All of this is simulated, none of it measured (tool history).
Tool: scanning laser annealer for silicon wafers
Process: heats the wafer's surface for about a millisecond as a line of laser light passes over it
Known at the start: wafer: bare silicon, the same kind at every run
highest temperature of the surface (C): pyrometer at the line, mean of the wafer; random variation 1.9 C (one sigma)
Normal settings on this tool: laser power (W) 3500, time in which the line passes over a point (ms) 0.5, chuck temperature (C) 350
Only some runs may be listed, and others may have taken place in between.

run	hour	laser power (W)	time in which the line passes over a point (ms)	chuck temperature (C)	highest temperature of the surface (C)
1	0	3500	0.5	350	1168
2	30.6	3500	0.5	350	1172
3	76	3500	0.5	350	1166
4	123.4	3500	0.596	350	1237
5	172.6	3500	0.596	350	1239
6	197	3500	0.596	350	1237
7	241.5	3500	0.596	350	1235
8	281.8	3500	0.547	350	1198
9	323.5	3500	0.547	350	1199
10	355.4	3500	0.547	350	1203
11	409.2	3500	0.547	350	1202
12	449.1	3500	0.5	370	1185
13	484.6	3500	0.5	350	1168
14	510.8	3200	0.5	350	1090
15	562.9	3200	0.5	374	1115
16	602.4	3500	0.407	350	1101
17	630.1	3500	0.5	350	1170
18	675.6	3133	0.5	350	1071
19	731.8	3500	0.458	350	1140
20	772.1	3500	0.442	350	1126
21	823.7	3500	0.442	350	1123
22	882	3473	0.442	375	1147
23	933.3	3500	0.434	342	1110
24	984.3	3758	0.476	361	1229
25	1014	3619	0.555	350	1242
26	1047.2	3619	0.555	350	1242
27	1099.8	3619	0.555	350	1239
28	1150.6	3619	0.471	374	1204
29	1199.2	3619	0.471	374	1202
30	1238.3	3139	0.524	318	1060
31	1269.9	3139	0.524	318	1053
32	1325.1	3139	0.524	318	1061
33	1366.4	3139	0.524	318	1057
34	1426	2991	0.5	350	1035
35	1461.3	3354	0.5	350	1131
36	1494.2	3261	0.5	351	1106
37	1540.7	3261	0.365	317	975
38	1596.7	3500	0.574	332	1202
39	1638.8	3437	0.5	350	1154
40	1680.7	3756	0.5	331	1220
41	1739.1	3443	0.478	388	1177
42	1779.3	3443	0.478	388	1174

Withheld: 3 entries from between the runs. Position of each, and hidden state at the listed run before versus the listed run after:
Runs 12 to 13: window over the wafer cleaned (hour 465.2)
  light that passes the window, % of a clean one's: 99.84 -> 100
Runs 19 to 20: optics aligned, line set to its width (hour 770.2)
  width of the line over the set one, %: 0.11 -> 0.01
Runs 31 to 32: window over the wafer cleaned (hour 1299.7)
  light that passes the window, % of a clean one's: 99.86 -> 99.99

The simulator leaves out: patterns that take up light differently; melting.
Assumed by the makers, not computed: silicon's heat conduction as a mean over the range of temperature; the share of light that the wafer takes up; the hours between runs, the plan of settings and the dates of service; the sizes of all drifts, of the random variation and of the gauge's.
